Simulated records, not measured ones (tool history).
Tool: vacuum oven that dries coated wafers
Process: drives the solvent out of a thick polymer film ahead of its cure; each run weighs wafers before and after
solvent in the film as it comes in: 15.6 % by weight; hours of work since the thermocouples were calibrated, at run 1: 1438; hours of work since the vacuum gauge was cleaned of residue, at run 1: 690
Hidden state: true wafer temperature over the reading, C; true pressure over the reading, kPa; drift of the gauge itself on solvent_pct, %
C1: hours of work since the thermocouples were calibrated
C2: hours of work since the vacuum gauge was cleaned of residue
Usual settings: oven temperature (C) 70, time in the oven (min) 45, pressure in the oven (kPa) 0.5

run 1 hour=0 | oven_temperature_(C)=70 time_in_the_oven_(min)=45 pressure_in_the_oven_(kPa)=0.5 | C1=1438 C2=690 | solvent_left_in_the_film_(%)=0.88
run 2 hour=43.9 | oven_temperature_(C)=70 time_in_the_oven_(min)=45 pressure_in_the_oven_(kPa)=0.299 | C1=1469 C2=721 | solvent_left_in_the_film_(%)=0.76
run 3 hour=79.1 | oven_temperature_(C)=70 time_in_the_oven_(min)=45 pressure_in_the_oven_(kPa)=0.299 | C1=1494 C2=746 | solvent_left_in_the_film_(%)=0.79
run 4 hour=131 | oven_temperature_(C)=70 time_in_the_oven_(min)=45 pressure_in_the_oven_(kPa)=0.376 | C1=1530 C2=782 | solvent_left_in_the_film_(%)=0.83
run 5 hour=161.1 | oven_temperature_(C)=70 time_in_the_oven_(min)=45 pressure_in_the_oven_(kPa)=0.376 | C1=1551 C2=803 | solvent_left_in_the_film_(%)=0.82
run 6 hour=202.2 | oven_temperature_(C)=70 time_in_the_oven_(min)=45 pressure_in_the_oven_(kPa)=0.5 | C1=1580 C2=832 | solvent_left_in_the_film_(%)=0.9
run 7 hour=230.4 | oven_temperature_(C)=70 time_in_the_oven_(min)=45 pressure_in_the_oven_(kPa)=0.88 | C1=1599 C2=851 | solvent_left_in_the_film_(%)=0.99
run 8 hour=281.6 | oven_temperature_(C)=70 time_in_the_oven_(min)=45 pressure_in_the_oven_(kPa)=0.88 | C1=1635 C2=887 | solvent_left_in_the_film_(%)=1
run 9 hour=332.1 | oven_temperature_(C)=59 time_in_the_oven_(min)=45 pressure_in_the_oven_(kPa)=0.5 | C1=1670 C2=922 | solvent_left_in_the_film_(%)=3.06
run 10 hour=362.1 | oven_temperature_(C)=59 time_in_the_oven_(min)=45 pressure_in_the_oven_(kPa)=0.5 | C1=1691 C2=943 | solvent_left_in_the_film_(%)=3.14
run 11 hour=390.9 | oven_temperature_(C)=70 time_in_the_oven_(min)=45 pressure_in_the_oven_(kPa)=0.5 | C1=1711 C2=964 | solvent_left_in_the_film_(%)=0.92
-- hour=445.5 oven's thermocouples calibrated
run 12 hour=445.5 | oven_temperature_(C)=70 time_in_the_oven_(min)=45 pressure_in_the_oven_(kPa)=0.5 | C1=0 C2=1000 | solvent_left_in_the_film_(%)=0.72
run 13 hour=483.6 | oven_temperature_(C)=70 time_in_the_oven_(min)=45 pressure_in_the_oven_(kPa)=0.5 | C1=27 C2=1027 | solvent_left_in_the_film_(%)=0.63
run 14 hour=533.5 | oven_temperature_(C)=70 time_in_the_oven_(min)=30 pressure_in_the_oven_(kPa)=0.5 | C1=61 C2=1062 | solvent_left_in_the_film_(%)=1.58
run 15 hour=586.4 | oven_temperature_(C)=70 time_in_the_oven_(min)=30 pressure_in_the_oven_(kPa)=0.5 | C1=98 C2=1099 | solvent_left_in_the_film_(%)=1.6
run 16 hour=638.6 | oven_temperature_(C)=70 time_in_the_oven_(min)=30 pressure_in_the_oven_(kPa)=0.5 | C1=135 C2=1135 | solvent_left_in_the_film_(%)=1.73
run 17 hour=690.7 | oven_temperature_(C)=70 time_in_the_oven_(min)=30 pressure_in_the_oven_(kPa)=0.5 | C1=171 C2=1172 | solvent_left_in_the_film_(%)=1.63
run 18 hour=730.5 | oven_temperature_(C)=70 time_in_the_oven_(min)=45 pressure_in_the_oven_(kPa)=0.5 | C1=199 C2=1199 | solvent_left_in_the_film_(%)=0.73
run 19 hour=766.8 | oven_temperature_(C)=60 time_in_the_oven_(min)=45 pressure_in_the_oven_(kPa)=0.5 | C1=224 C2=1225 | solvent_left_in_the_film_(%)=2.4
run 20 hour=792.2 | oven_temperature_(C)=60 time_in_the_oven_(min)=45 pressure_in_the_oven_(kPa)=0.5 | C1=242 C2=1242 | solvent_left_in_the_film_(%)=2.41
run 21 hour=832.3 | oven_temperature_(C)=60 time_in_the_oven_(min)=63 pressure_in_the_oven_(kPa)=0.5 | C1=270 C2=1270 | solvent_left_in_the_film_(%)=1.38
-- hour=838.5 vacuum gauge cleaned of residue and calibrated
run 22 hour=857.9 | oven_temperature_(C)=60 time_in_the_oven_(min)=63 pressure_in_the_oven_(kPa)=0.5 | C1=287 C2=14 | solvent_left_in_the_film_(%)=1.57
run 23 hour=890.9 | oven_temperature_(C)=70 time_in_the_oven_(min)=78 pressure_in_the_oven_(kPa)=1.616 | C1=310 C2=37 | solvent_left_in_the_film_(%)=0.77
run 24 hour=914 | oven_temperature_(C)=85 time_in_the_oven_(min)=46 pressure_in_the_oven_(kPa)=0.541 | C1=326 C2=53 | solvent_left_in_the_film_(%)=0.21
run 25 hour=967 | oven_temperature_(C)=56 time_in_the_oven_(min)=61 pressure_in_the_oven_(kPa)=0.634 | C1=363 C2=90 | solvent_left_in_the_film_(%)=2.57
run 26 hour=1013.9 | oven_temperature_(C)=56 time_in_the_oven_(min)=61 pressure_in_the_oven_(kPa)=0.634 | C1=396 C2=122 | solvent_left_in_the_film_(%)=2.58
run 27 hour=1049.2 | oven_temperature_(C)=72 time_in_the_oven_(min)=44 pressure_in_the_oven_(kPa)=0.29 | C1=421 C2=147 | solvent_left_in_the_film_(%)=0.62
run 28 hour=1098 | oven_temperature_(C)=72 time_in_the_oven_(min)=23 pressure_in_the_oven_(kPa)=0.453 | C1=455 C2=181 | solvent_left_in_the_film_(%)=2.23
run 29 hour=1124 | oven_temperature_(C)=62 time_in_the_oven_(min)=23 pressure_in_the_oven_(kPa)=0.336 | C1=473 C2=199 | solvent_left_in_the_film_(%)=4.79
-- hour=1144.4 vacuum gauge cleaned of residue and calibrated, once more
run 30 hour=1149.3 | oven_temperature_(C)=73 time_in_the_oven_(min)=45 pressure_in_the_oven_(kPa)=0.522 | C1=489 C2=3 | solvent_left_in_the_film_(%)=0.48
run 31 hour=1185.3 | oven_temperature_(C)=73 time_in_the_oven_(min)=45 pressure_in_the_oven_(kPa)=0.522 | C1=515 C2=29 | solvent_left_in_the_film_(%)=0.41
run 32 hour=1223.7 | oven_temperature_(C)=73 time_in_the_oven_(min)=41 pressure_in_the_oven_(kPa)=0.522 | C1=541 C2=55 | solvent_left_in_the_film_(%)=0.6
run 33 hour=1252.1 | oven_temperature_(C)=59 time_in_the_oven_(min)=50 pressure_in_the_oven_(kPa)=1.153 | C1=561 C2=75 | solvent_left_in_the_film_(%)=2.55
run 34 hour=1276.3 | oven_temperature_(C)=75 time_in_the_oven_(min)=45 pressure_in_the_oven_(kPa)=0.76 | C1=578 C2=92 | solvent_left_in_the_film_(%)=0.41
run 35 hour=1326.1 | oven_temperature_(C)=82 time_in_the_oven_(min)=39 pressure_in_the_oven_(kPa)=1.344 | C1=613 C2=127 | solvent_left_in_the_film_(%)=0.33
run 36 hour=1367 | oven_temperature_(C)=63 time_in_the_oven_(min)=39 pressure_in_the_oven_(kPa)=0.483 | C1=642 C2=155 | solvent_left_in_the_film_(%)=2.23
run 37 hour=1393.4 | oven_temperature_(C)=63 time_in_the_oven_(min)=39 pressure_in_the_oven_(kPa)=0.483 | C1=660 C2=174 | solvent_left_in_the_film_(%)=2.26
run 38 hour=1431 | oven_temperature_(C)=62 time_in_the_oven_(min)=45 pressure_in_the_oven_(kPa)=0.5 | C1=686 C2=200 | solvent_left_in_the_film_(%)=1.91
run 39 hour=1466.2 | oven_temperature_(C)=70 time_in_the_oven_(min)=45 pressure_in_the_oven_(kPa)=1.678 | C1=711 C2=225 | solvent_left_in_the_film_(%)=1.08
run 40 hour=1518.7 | oven_temperature_(C)=70 time_in_the_oven_(min)=64 pressure_in_the_oven_(kPa)=1.643 | C1=748 C2=261 | solvent_left_in_the_film_(%)=0.72

How the hidden state differs across the entries between the runs, from the last listed run before each to the first after it:
Between runs 11 and 12: oven's thermocouples calibrated (hour 445.5)
  true wafer temperature over the reading, C: -1.9 -> 0.08; true pressure over the reading, kPa: 0.26 -> 0.27
  measured less the result without the state, solvent left in the film (%): +0.29 -> +0.08
Between runs 21 and 22: vacuum gauge cleaned of residue and calibrated (hour 838.5)
  true wafer temperature over the reading, C: -0.21 -> -0.23; true pressure over the reading, kPa: 0.341 -> 0.535
  measured less the result without the state, solvent left in the film (%): +0.21 -> +0.31
Between runs 29 and 30: vacuum gauge cleaned of residue and calibrated, once more (hour 1144.4)
  true wafer temperature over the reading, C: -0.43 -> -0.45; true pressure over the reading, kPa: 0.584 -> 0.005
  measured less the result without the state, solvent left in the film (%): +0.33 -> +0.03

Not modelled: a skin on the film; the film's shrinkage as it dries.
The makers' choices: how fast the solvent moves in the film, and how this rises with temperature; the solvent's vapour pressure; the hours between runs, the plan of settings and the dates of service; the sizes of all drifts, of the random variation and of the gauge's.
